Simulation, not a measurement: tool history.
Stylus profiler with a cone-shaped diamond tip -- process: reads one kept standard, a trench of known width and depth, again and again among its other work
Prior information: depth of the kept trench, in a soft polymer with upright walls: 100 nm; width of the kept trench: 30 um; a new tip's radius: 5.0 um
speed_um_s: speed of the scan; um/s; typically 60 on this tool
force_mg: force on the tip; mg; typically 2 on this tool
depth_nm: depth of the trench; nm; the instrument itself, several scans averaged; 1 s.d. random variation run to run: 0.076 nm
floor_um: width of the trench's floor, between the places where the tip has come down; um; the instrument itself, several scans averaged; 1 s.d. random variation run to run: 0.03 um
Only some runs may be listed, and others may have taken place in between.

run,hour,speed_um_s,force_mg,depth_nm,floor_um
1,0,60,2,101.23,27.91
2,22.8,229,2,101.53,27.44
3,51.9,229,2,101.33,27.52
4,99.2,229,2,101.48,27.49
5,134.5,229,2,101.5,27.46
6,182.6,229,2,101.41,27.45
7,203.8,229,2,101.39,27.49
8,235.4,35,2.06,101.36,27.98
9,263.9,35,2.06,101.63,27.9
10,313.7,28,4.88,102.49,27.96
11,342.1,28,4.88,102.55,27.97
12,387.5,237,2.47,101.59,27.52
13,428.4,237,2.47,101.57,27.57
14,456.7,39,5.31,102.73,27.98

Below are 5 alternative next runs, each starting from the tool's condition after run 14. Predict each:
A,493.8,44,0.84,?,?
B,493.8,237,1.96,?,?
C,493.8,24,2.97,?,?
D,493.8,60,0.89,?,?
E,493.8,144,1.48,?,?

run,depth_nm,floor_um
A,100.92,27.8
B,101.34,27.48
C,101.75,27.96
D,100.85,27.83
E,101.22,27.64
Had the tool no hidden state, the same runs would have come out as:
run,depth_nm,floor_um
A,100.9,27.81
B,101.33,27.49
C,101.74,27.97
D,100.83,27.84
E,101.2,27.65
